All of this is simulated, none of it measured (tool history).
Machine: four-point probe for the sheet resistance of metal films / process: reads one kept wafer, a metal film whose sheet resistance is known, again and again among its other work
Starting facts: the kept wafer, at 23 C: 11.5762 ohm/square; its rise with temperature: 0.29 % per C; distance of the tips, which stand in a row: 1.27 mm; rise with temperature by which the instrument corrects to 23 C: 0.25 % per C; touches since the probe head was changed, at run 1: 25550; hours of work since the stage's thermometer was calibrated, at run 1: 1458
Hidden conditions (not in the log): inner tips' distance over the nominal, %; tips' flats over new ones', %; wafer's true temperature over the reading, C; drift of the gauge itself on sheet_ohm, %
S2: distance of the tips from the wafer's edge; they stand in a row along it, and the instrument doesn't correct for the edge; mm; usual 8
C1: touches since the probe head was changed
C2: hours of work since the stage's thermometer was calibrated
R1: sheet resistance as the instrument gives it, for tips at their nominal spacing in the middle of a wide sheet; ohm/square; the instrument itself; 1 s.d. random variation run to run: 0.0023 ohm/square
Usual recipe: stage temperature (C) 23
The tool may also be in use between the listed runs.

run 1 hour=0 | stage_temperature_(C)=23 S2=8 | C1=25550 C2=1458 | R1=11.727501
run 2 hour=24.2 | stage_temperature_(C)=24 S2=8 | C1=26075 C2=1474 | R1=11.729469
run 3 hour=47.8 | stage_temperature_(C)=23 S2=8 | C1=26586 C2=1491 | R1=11.725901
run 4 hour=68.5 | stage_temperature_(C)=32 S2=8 | C1=27035 C2=1505 | R1=11.766373
run 5 hour=93.4 | stage_temperature_(C)=32 S2=8 | C1=27575 C2=1522 | R1=11.765129
run 6 hour=117.1 | stage_temperature_(C)=32 S2=8 | C1=28089 C2=1539 | R1=11.765626
run 7 hour=143.3 | stage_temperature_(C)=32 S2=8 | C1=28657 C2=1557 | R1=11.765352
run 8 hour=164.2 | stage_temperature_(C)=32 S2=8 | C1=29110 C2=1572 | R1=11.766336
run 9 hour=186.4 | stage_temperature_(C)=21 S2=16 | C1=29592 C2=1587 | R1=11.608444
run 10 hour=213.3 | stage_temperature_(C)=21 S2=16 | C1=30175 C2=1606 | R1=11.605936
run 11 hour=237.5 | stage_temperature_(C)=21 S2=16 | C1=30700 C2=1622 | R1=11.610551
run 12 hour=256.7 | stage_temperature_(C)=29 S2=29 | C1=31117 C2=1636 | R1=11.609236
run 13 hour=277.2 | stage_temperature_(C)=29 S2=29 | C1=31562 C2=1650 | R1=11.613728
run 14 hour=292.7 | stage_temperature_(C)=26 S2=4 | C1=31898 C2=1661 | R1=12.182688
run 15 hour=310 | stage_temperature_(C)=19 S2=29 | C1=32273 C2=1673 | R1=11.573536
run 16 hour=324.2 | stage_temperature_(C)=31 S2=5 | C1=32580 C2=1682 | R1=12.002684

3 options for the next run, each taken on its own from the tool as it stands now. Forecast them:
run A hour=337.9 | stage_temperature_(C)=20 S2=51 | C1=32877 C2=1692 | R1=?
run B hour=337.9 | stage_temperature_(C)=33 S2=10 | C1=32877 C2=1692 | R1=?
run C hour=337.9 | stage_temperature_(C)=23 S2=5 | C1=32877 C2=1692 | R1=?

run=A R1=11.569845
run=B R1=11.718836
run=C R1=11.968788
Without the tool's hidden state the same runs would have given:
run=A R1=11.566978
run=B R1=11.716139
run=C R1=11.965865
